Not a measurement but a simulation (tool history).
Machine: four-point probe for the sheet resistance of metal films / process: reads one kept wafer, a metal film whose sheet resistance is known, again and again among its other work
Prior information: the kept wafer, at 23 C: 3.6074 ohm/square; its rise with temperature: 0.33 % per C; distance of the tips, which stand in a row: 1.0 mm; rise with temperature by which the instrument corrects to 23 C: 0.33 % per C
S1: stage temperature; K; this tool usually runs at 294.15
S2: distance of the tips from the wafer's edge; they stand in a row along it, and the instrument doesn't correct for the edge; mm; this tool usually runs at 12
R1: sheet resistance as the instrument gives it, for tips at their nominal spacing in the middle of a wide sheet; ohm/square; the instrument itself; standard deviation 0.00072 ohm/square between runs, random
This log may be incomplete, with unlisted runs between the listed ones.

run,hour,S1,S2,R1
1,0.0,294.15,12,3.622745
2,12.0,294.15,12,3.623912
3,25.9,294.15,12,3.623481
4,41.5,294.15,12,3.624630
5,57.5,294.15,12,3.624588
6,66.6,294.15,12,3.623882
7,82.8,294.15,12,3.625111
8,95.8,294.15,12,3.625149
9,112.5,294.15,12,3.624878
10,122.1,294.15,12,3.626228
11,133.4,294.15,12,3.625425
12,145.5,294.15,7,3.652234
13,161.8,294.15,6,3.665140
14,177.8,298.15,6,3.667618
15,188.2,298.15,49,3.614157
16,200.6,298.15,49,3.614550
17,211.6,296.15,7,3.653306
18,227.3,302.15,12,3.627524
19,237.2,298.15,13,3.624971
20,249.8,298.15,13,3.625492
21,261.2,298.15,13,3.626318
22,271.1,298.15,55,3.614783

For run 23, what comes out?
23,279.6,297.15,16,?

Run 23 measured R1 3.623197 ohm/square.
If the tool had no hidden condition, the same run with the same run-to-run variation would have returned R1 3.616281 ohm/square.

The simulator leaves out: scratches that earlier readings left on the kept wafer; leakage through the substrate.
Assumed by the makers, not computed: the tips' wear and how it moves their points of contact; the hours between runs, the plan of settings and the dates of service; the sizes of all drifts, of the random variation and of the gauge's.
